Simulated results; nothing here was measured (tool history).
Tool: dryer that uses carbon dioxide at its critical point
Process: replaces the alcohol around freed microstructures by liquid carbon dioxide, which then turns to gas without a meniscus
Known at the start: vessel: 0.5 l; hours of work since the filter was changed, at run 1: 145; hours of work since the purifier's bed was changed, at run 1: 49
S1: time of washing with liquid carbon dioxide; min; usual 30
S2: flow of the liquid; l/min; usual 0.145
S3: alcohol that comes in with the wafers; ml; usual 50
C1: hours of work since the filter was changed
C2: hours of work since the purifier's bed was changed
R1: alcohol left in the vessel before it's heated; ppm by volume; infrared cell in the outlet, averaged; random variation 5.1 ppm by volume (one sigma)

Run 1, hour 0: usual settings; C1 145; C2 49. Result: R1 69 ppm by volume.
Run 2, hour 4.9: usual settings; C1 147; C2 51. Result: R1 75 ppm by volume.
Run 3, hour 13: usual settings; C1 150; C2 54. Result: R1 72 ppm by volume.
Run 4, hour 17.2: usual settings; C1 152; C2 56. Result: R1 79 ppm by volume.
Run 5, hour 22: usual settings; C1 154; C2 58. Result: R1 78 ppm by volume.
Run 6, hour 31.2: usual settings; C1 157; C2 61. Result: R1 81 ppm by volume.
Run 7, hour 38.3: usual settings; C1 160; C2 64. Result: R1 75 ppm by volume.
Run 8, hour 45.3: usual settings; C1 163; C2 67. Result: R1 73 ppm by volume.
Run 9, hour 50.9: usual settings but S1 27 min; C1 165; C2 69. Result: R1 154 ppm by volume.
Run 10, hour 57.5: usual settings but S1 27 min; C1 167; C2 72. Result: R1 145 ppm by volume.
Run 11, hour 64.9: usual settings but S1 27 min; C1 170; C2 74. Result: R1 154 ppm by volume.
Run 12, hour 72.4: usual settings but S2 0.094 l/min; C1 173; C2 77. Result: R1 954 ppm by volume.
Run 13, hour 76.5: usual settings but S2 0.094 l/min; C1 175; C2 79. Result: R1 949 ppm by volume.
Run 14, hour 85.9: usual settings but S2 0.094 l/min; C1 178; C2 83. Result: R1 950 ppm by volume.
Run 15, hour 94.7: usual settings but S2 0.094 l/min; C1 182; C2 86. Result: R1 964 ppm by volume.
Run 16, hour 101.6: usual settings but S2 0.094 l/min; C1 184; C2 89. Result: R1 956 ppm by volume.
Run 17, hour 109.6: usual settings but S2 0.094 l/min; C1 187; C2 92. Result: R1 966 ppm by volume.
Run 18, hour 115.1: usual settings but S2 0.094 l/min; C1 190; C2 94. Result: R1 956 ppm by volume.
Run 19, hour 121.8: usual settings but S2 0.118 l/min; C1 192; C2 96. Result: R1 297 ppm by volume.
Run 20, hour 130.9: usual settings but S1 31 min, S2 0.098 l/min, S3 37 ml; C1 196; C2 100. Result: R1 505 ppm by volume.
Run 21, hour 138.8: usual settings but S1 31 min, S2 0.098 l/min, S3 37 ml; C1 199; C2 103. Result: R1 525 ppm by volume.
Run 22, hour 147.1: usual settings but S1 20 min, S2 0.201 l/min; C1 202; C2 106. Result: R1 122 ppm by volume.
Run 23, hour 153.9: usual settings but S1 20 min, S2 0.201 l/min; C1 205; C2 109. Result: R1 131 ppm by volume.
Run 24, hour 160.9: usual settings but S1 20 min, S2 0.201 l/min; C1 207; C2 112. Result: R1 130 ppm by volume.
Run 25, hour 167.9: usual settings but S1 20 min, S2 0.199 l/min; C1 210; C2 114. Result: R1 145 ppm by volume.
Run 26, hour 175.4: usual settings but S1 26 min, S2 0.114 l/min; C1 213; C2 117. Result: R1 770 ppm by volume.
Run 27, hour 181.9: usual settings but S1 26 min, S2 0.114 l/min; C1 215; C2 120. Result: R1 745 ppm by volume.
Run 28, hour 188.5: usual settings but S1 38 min, S2 0.094 l/min; C1 218; C2 122. Result: R1 309 ppm by volume.
Run 29, hour 194.3: usual settings but S1 38 min, S2 0.094 l/min; C1 220; C2 124. Result: R1 318 ppm by volume.
Run 30, hour 201: usual settings but S1 22 min, S2 0.222 l/min, S3 32 ml; C1 223; C2 127. Result: R1 55 ppm by volume.
Run 31, hour 205.1: usual settings but S1 28 min, S2 0.13 l/min, S3 21 ml; C1 224; C2 129. Result: R1 140 ppm by volume.
Run 32, hour 211.5: usual settings but S2 0.166 l/min; C1 227; C2 131. Result: R1 65 ppm by volume.
Run 33, hour 221.3: usual settings but S1 36 min, S2 0.211 l/min, S3 45 ml; C1 231; C2 135. Result: R1 42 ppm by volume.

Forecast each of these 3 alternatives for the next run:
Run A, hour 227.2: usual settings but S1 48 min, S2 0.232 l/min, S3 102 ml; C1 233; C2 137. Result: R1 ?.
Run B, hour 227.2: usual settings but S1 36 min, S2 0.131 l/min, S3 23 ml; C1 233; C2 137. Result: R1 ?.
Run C, hour 227.2: usual settings but S1 46 min, S2 0.094 l/min, S3 26 ml; C1 233; C2 137. Result: R1 ?.

run  R1
  A  42
  B  54
  C  82
Without the tool's hidden state the same runs would have given:
run  R1
  A   4
  B  12
  C  32

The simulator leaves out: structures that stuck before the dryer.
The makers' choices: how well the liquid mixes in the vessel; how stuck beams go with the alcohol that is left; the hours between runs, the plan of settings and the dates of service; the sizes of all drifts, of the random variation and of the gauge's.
